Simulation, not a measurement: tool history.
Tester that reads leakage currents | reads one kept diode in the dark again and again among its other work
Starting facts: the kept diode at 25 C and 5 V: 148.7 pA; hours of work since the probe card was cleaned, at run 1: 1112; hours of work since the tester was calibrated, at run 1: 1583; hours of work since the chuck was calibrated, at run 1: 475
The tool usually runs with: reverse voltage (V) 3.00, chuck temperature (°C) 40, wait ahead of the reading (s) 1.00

run    hour  reverse voltage (V)  chuck temperature (°C)  wait ahead of the reading (s)  hours of work since the probe card was cleaned  hours of work since the tester was calibrated  hours of work since the chuck was calibrated  current that the tester gives (pA)
  1     0.0                 3.00                      40                           1.00                                            1112                                           1583                                           475                              411.22
       66.7  -- chuck's temperature calibrated
  2   104.2                 3.00                      55                           1.00                                            1157                                           1628                                            16                             1411.44
  3   199.7                 3.00                      40                           1.00                                            1199                                           1670                                            58                              440.61
  4   294.3                 6.49                      40                           1.00                                            1240                                           1712                                           100                              590.59
  5   365.9                 6.49                      40                           1.00                                            1272                                           1743                                           131                              585.42
  6   411.8                 6.49                      40                           1.00                                            1292                                           1763                                           152                              586.25
  7   479.9                 6.49                      40                           1.00                                            1322                                           1793                                           182                              581.34
  8   522.9                 1.69                      40                           1.00                                            1341                                           1812                                           200                              344.67
  9   569.8                 3.00                      40                           1.00                                            1361                                           1833                                           221                              425.86
 10   651.9                 3.00                      40                           2.94                                            1398                                           1869                                           257                              425.54
 11   754.1                 3.00                      40                           2.94                                            1442                                           1914                                           302                              420.34
 12   858.2                 3.00                      40                           1.00                                            1488                                           1959                                           348                              420.66
 13   959.4                 3.00                      42                           1.00                                            1533                                           2004                                           392                              490.42
 14  1006.5                 3.00                      37                           1.00                                            1553                                           2024                                           413                              325.99
 15  1086.2                 3.00                      37                           1.00                                            1588                                           2059                                           448                              325.26
 16  1162.5                 3.00                      37                           1.00                                            1622                                           2093                                           482                              321.73
     1215.5  -- chuck's temperature calibrated
 17  1236.8                 3.00                      37                           1.00                                            1654                                           2125                                             9                              340.76
 18  1291.2                 3.00                      40                           1.00                                            1678                                           2149                                            33                              433.26
 19  1362.7                 3.00                      40                           1.00                                            1709                                           2180                                            65                              431.50
 20  1435.5                 3.00                      40                           1.00                                            1741                                           2212                                            97                              431.97
 21  1513.7                 2.42                      40                           1.00                                            1775                                           2246                                           131                              392.11
 22  1607.4                 2.75                      40                           1.00                                            1817                                           2288                                           172                              410.12
 23  1709.1                 2.75                      28                           1.00                                            1861                                           2332                                           217                              147.75
 24  1765.7                 1.93                      26                           5.35                                            1886                                           2357                                           242                              107.78
 25  1857.3                 1.93                      26                           5.35                                            1926                                           2397                                           282                              107.07
 26  1942.8                 1.93                      26                           5.35                                            1964                                           2435                                           320                              105.57
 27  2033.3                 3.00                      48                           1.00                                            2004                                           2475                                           359                              777.17
 28  2078.1                 3.00                      48                           1.00                                            2023                                           2494                                           379                              773.11
 29  2163.8                 1.00                      42                           1.00                                            2061                                           2532                                           417                              312.97
 30  2218.2                 2.37                      40                           1.00                                            2085                                           2556                                           441                              370.66
 31  2296.6                 3.00                      30                           9.06                                            2119                                           2590                                           475                              174.73
 32  2343.5                 3.00                      30                           9.06                                            2140                                           2611                                           496                              173.36
     2369.2  -- chuck's temperature calibrated
 33  2428.4                 2.92                      40                           3.96                                            2176                                           2647                                            26                              428.27
 34  2526.3                 3.17                      40                           1.00                                            2219                                           2690                                            69                              442.46
 35  2607.9                 4.12                      47                           0.72                                            2255                                           2726                                           105                              846.92
 36  2708.6                 4.12                      47                           0.72                                            2300                                           2771                                           149                              838.84
     2812.0  -- probe card cleaned and baked
 37  2812.0                 4.12                      47                           0.72                                               0                                           2815                                           193                              833.06
 38  2905.3                 3.00                      49                           1.00                                              41                                           2856                                           234                              852.66
 39  2997.7                 4.04                      36                           1.00                                              82                                           2896                                           275                              336.57

Some steps in current that the tester gives (pA) between neighbouring runs. How much of each would the tool show without its hidden state too (settings, what came in, random variation), and how much is left for the hidden state, with any gauge scatter that isn't in both results?
Hidden state present: stray current of the dirty probe card, pA a volt; current scale over the true one, %; true chuck temperature over the reading, C; drift of the gauge itself on leakage_pa, %.
Run 1 -> 2: chuck temperature (°C) 40 -> 55, chuck's temperature calibrated. current that the tester gives (pA) +1000.22: hidden state +34.51, all else +965.71.
Run 2 -> 3: chuck temperature (°C) 55 -> 40. current that the tester gives (pA) -970.83: hidden state -6.96, all else -963.87.
Run 26 -> 27: reverse voltage (V) 1.93 -> 3.00, chuck temperature (°C) 26 -> 48, wait ahead of the reading (s) 5.35 -> 1.00. current that the tester gives (pA) +671.60: hidden state -43.59, all else +715.19.
Run 28 -> 29: reverse voltage (V) 3.00 -> 1.00, chuck temperature (°C) 48 -> 42. current that the tester gives (pA) -460.14: hidden state +28.17, all else -488.31.

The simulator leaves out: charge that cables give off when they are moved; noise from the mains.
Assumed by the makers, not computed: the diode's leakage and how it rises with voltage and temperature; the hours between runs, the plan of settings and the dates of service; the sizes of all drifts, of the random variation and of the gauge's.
